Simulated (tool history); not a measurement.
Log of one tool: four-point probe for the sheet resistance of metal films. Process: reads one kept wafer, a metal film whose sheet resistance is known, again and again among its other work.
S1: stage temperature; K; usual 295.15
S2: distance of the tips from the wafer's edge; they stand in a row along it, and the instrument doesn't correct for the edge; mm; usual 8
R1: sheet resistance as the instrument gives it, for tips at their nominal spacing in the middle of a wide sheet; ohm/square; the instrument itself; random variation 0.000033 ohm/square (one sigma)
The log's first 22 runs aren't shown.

run	day	S1	S2	R1
23	58.954	291.15	60	0.165027
24	62.679	294.15	32	0.165192
25	64.6	294.15	32	0.165196
26	67.95	304.15	14	0.165704
27	69.733	296.15	17	0.165401
28	71.975	296.15	17	0.165456
29	75.304	296.15	47	0.165153
30	77.758	299.15	64	0.165275
# day 79.583: new probe head fitted
31	81.017	299.15	64	0.16516
32	83.317	297.15	14	0.165533
33	86.3	297.15	14	0.165564
34	89.596	294.15	13	0.165605
35	91.104	303.15	4	0.170658
36	94.321	292.15	8	0.166377

3 ways to go on from here, each from the tool as it stands after run 36. What would each give?
A	97.058	292.15	32	?
B	97.058	301.15	6	?
C	97.058	301.15	8	?

run	R1
A	0.165071
B	0.16768
C	0.166556
Without the tool's hidden state the same runs would have given:
run	R1
A	0.165064
B	0.167672
C	0.166548
